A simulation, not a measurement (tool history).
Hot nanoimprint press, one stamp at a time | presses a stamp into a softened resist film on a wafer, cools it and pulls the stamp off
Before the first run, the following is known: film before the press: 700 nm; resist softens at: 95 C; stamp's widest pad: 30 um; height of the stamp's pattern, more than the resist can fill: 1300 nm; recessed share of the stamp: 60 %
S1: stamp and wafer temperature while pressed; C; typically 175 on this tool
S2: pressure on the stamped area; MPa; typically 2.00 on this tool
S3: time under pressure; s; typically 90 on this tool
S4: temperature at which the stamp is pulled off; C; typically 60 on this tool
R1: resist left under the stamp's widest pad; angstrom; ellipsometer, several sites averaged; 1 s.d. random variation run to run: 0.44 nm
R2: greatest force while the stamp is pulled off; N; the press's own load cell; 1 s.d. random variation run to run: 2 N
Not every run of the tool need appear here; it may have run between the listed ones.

| run | hour | S1 | S2 | S3 | S4 | R1 | R2 |
|---|---|---|---|---|---|---|---|
| 1 | 0.0 | 175 | 2.00 | 90 | 60 | 3092 | 97 |
| 2 | 8.7 | 175 | 2.00 | 90 | 60 | 3093 | 101 |
|  | 14.1 | plate thermocouple calibrated |
| 3 | 24.4 | 175 | 2.00 | 90 | 60 | 3094 | 102 |
| 4 | 34.9 | 175 | 2.00 | 90 | 60 | 3087 | 103 |
| 5 | 51.2 | 175 | 2.00 | 90 | 60 | 3085 | 102 |
| 6 | 60.3 | 175 | 2.00 | 90 | 60 | 3079 | 99 |
| 7 | 70.5 | 175 | 2.00 | 90 | 60 | 3071 | 100 |
| 8 | 83.1 | 175 | 2.00 | 90 | 60 | 3077 | 100 |
| 9 | 93.9 | 175 | 2.00 | 90 | 60 | 3070 | 101 |
| 10 | 103.6 | 175 | 2.00 | 90 | 60 | 3073 | 104 |
|  | 122.2 | stamp cleaned and given a new release coat |
| 11 | 122.3 | 175 | 2.00 | 179 | 60 | 2439 | 104 |
| 12 | 130.9 | 175 | 2.00 | 179 | 60 | 2436 | 100 |
| 13 | 148.1 | 175 | 2.00 | 179 | 60 | 2430 | 100 |
| 14 | 164.4 | 175 | 2.00 | 101 | 60 | 2941 | 101 |
| 15 | 173.7 | 175 | 2.00 | 101 | 60 | 2937 | 99 |
| 16 | 187.5 | 178 | 2.00 | 65 | 54 | 2994 | 104 |
| 17 | 202.8 | 175 | 2.00 | 65 | 60 | 3376 | 100 |
| 18 | 215.1 | 185 | 2.00 | 147 | 60 | 1699 | 102 |
| 19 | 228.7 | 185 | 2.00 | 147 | 60 | 1696 | 102 |
|  | 236.3 | gauge calibrated |
| 20 | 242.0 | 165 | 2.96 | 56 | 60 | 4349 | 101 |
| 21 | 256.2 | 184 | 1.61 | 88 | 57 | 2456 | 106 |
| 22 | 273.3 | 175 | 2.00 | 48 | 49 | 3748 | 116 |
| 23 | 288.0 | 175 | 2.00 | 88 | 60 | 3103 | 103 |
| 24 | 304.5 | 177 | 2.16 | 57 | 66 | 3143 | 95 |
| 25 | 314.2 | 178 | 1.79 | 165 | 52 | 2364 | 111 |
| 26 | 329.3 | 178 | 1.79 | 165 | 52 | 2359 | 109 |
| 27 | 347.3 | 169 | 2.00 | 90 | 64 | 3918 | 95 |
| 28 | 360.5 | 173 | 2.38 | 45 | 56 | 3750 | 104 |
| 29 | 369.2 | 173 | 1.62 | 78 | 56 | 3882 | 107 |
| 30 | 377.7 | 173 | 1.62 | 78 | 56 | 3871 | 105 |

The same runs without the tool's hidden state, with the same run-to-run variation:
The hidden state here: true temperature over the reading, C; pressure that arrives at the usual setting, %; grip of the stamp's worn release coat, % over a new coat's; drift of the gauge itself on residual_nm, %; drift of the gauge itself on pull_off_n, %.
| run | R1 |
|---|---|
| 1 | 3093 |
| 2 | 3095 |
| 3 | 3100 |
| 4 | 3095 |
| 5 | 3098 |
| 6 | 3095 |
| 7 | 3089 |
| 8 | 3099 |
| 9 | 3095 |
| 10 | 3100 |
| 11 | 2463 |
| 12 | 2462 |
| 13 | 2460 |
| 14 | 2982 |
| 15 | 2980 |
| 16 | 3041 |
| 17 | 3434 |
| 18 | 1730 |
| 19 | 1729 |
| 20 | 4351 |
| 21 | 2460 |
| 22 | 3760 |
| 23 | 3117 |
| 24 | 3162 |
| 25 | 2380 |
| 26 | 2379 |
| 27 | 3957 |
| 28 | 3792 |
| 29 | 3928 |
| 30 | 3919 |
R2: at most 1 N away from the measurement, every run.
